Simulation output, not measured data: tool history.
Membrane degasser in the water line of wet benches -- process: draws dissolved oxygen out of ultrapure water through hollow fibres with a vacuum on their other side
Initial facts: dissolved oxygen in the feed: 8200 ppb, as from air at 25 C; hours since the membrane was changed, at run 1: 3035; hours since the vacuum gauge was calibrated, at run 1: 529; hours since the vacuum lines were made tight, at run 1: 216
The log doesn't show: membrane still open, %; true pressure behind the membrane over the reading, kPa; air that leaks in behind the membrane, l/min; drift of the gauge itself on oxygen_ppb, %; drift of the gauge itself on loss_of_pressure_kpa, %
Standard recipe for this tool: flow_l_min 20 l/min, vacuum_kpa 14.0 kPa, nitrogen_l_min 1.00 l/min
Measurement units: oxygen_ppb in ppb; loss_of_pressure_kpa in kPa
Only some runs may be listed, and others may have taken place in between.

run	hour	flow_l_min	vacuum_kpa	nitrogen_l_min	hours since the membrane was changed	hours since the vacuum gauge was calibrated	hours since the vacuum lines were made tight	oxygen_ppb	loss_of_pressure_kpa
1	0.0	20	14.0	1.00	3035	529	216	460.4	52.24
2	126.5	20	14.0	0.61	3162	655	343	686.5	52.27
3	264.3	20	14.0	0.61	3299	793	481	687.1	52.25
4	340.0	20	17.1	1.00	3375	869	556	583.1	51.86
5	438.6	20	17.1	1.00	3474	967	655	582.7	51.91
6	529.4	20	17.1	1.00	3564	1058	746	583.3	51.76
7	607.8	20	17.1	1.81	3643	1137	824	348.9	52.43
8	765.8	20	9.9	1.81	3801	1295	982	172.7	51.82
9	913.6	20	9.9	1.81	3949	1443	1130	172.6	51.70
10	1001.3	20	9.1	1.81	4036	1530	1218	152.3	52.02
11	1141.9	20	9.1	1.81	4177	1671	1358	152.5	51.49
12	1269.8	20	9.1	1.81	4305	1799	1486	152.6	51.53
13	1347.6	16	14.0	1.00	4383	1876	1564	380.0	41.62
14	1490.4	16	14.0	1.00	4525	2019	1707	379.3	41.47
15	1633.4	16	14.0	1.00	4668	2162	1850	379.6	41.04
16	1739.9	16	14.0	1.00	4775	2269	1956	379.6	41.41
17	1841.0	16	14.0	1.00	4876	2370	2057	379.6	41.05
18	1927.1	30	14.0	1.00	4962	2456	2143	646.5	77.04
19	2022.1	20	12.9	2.03	5057	2551	2238	222.5	51.66
20	2105.7	29	23.4	1.00	5141	2635	2322	1104.4	74.81
21	2207.0	29	23.4	1.00	5242	2736	2423	1104.5	74.58
22	2319.4	15	10.3	1.29	5354	2848	2536	190.0	38.36
23	2431.6	15	10.3	1.29	5467	2961	2648	189.6	38.44
24	2581.5	20	11.6	1.15	5617	3110	2798	320.9	51.53
25	2753.3	21	14.0	0.83	5788	3282	2970	558.7	53.83
26	2902.0	21	14.0	0.83	5937	3431	3118	561.6	53.54
# hour 2944.0: vacuum gauge calibrated
# hour 3010.2: gauge calibrated
27	3024.4	21	14.0	0.77	6059	80	3240	595.0	54.76
28	3097.7	21	14.0	1.11	6132	154	3314	439.1	55.07
29	3244.8	21	14.0	1.11	6279	301	3461	439.3	54.68

Run 30 has not been measured yet. What should we expect?
30	3402.6	12	10.0	0.98	6437	459	3618	?	?

{"run 30": {"oxygen_ppb": 190.9, "loss_of_pressure_kpa": 31.06}}
Take away the tool's hidden state, keep the run-to-run variation as it was, and the same run would have given oxygen_ppb 190.9 ppb, loss_of_pressure_kpa 31.13 kPa.

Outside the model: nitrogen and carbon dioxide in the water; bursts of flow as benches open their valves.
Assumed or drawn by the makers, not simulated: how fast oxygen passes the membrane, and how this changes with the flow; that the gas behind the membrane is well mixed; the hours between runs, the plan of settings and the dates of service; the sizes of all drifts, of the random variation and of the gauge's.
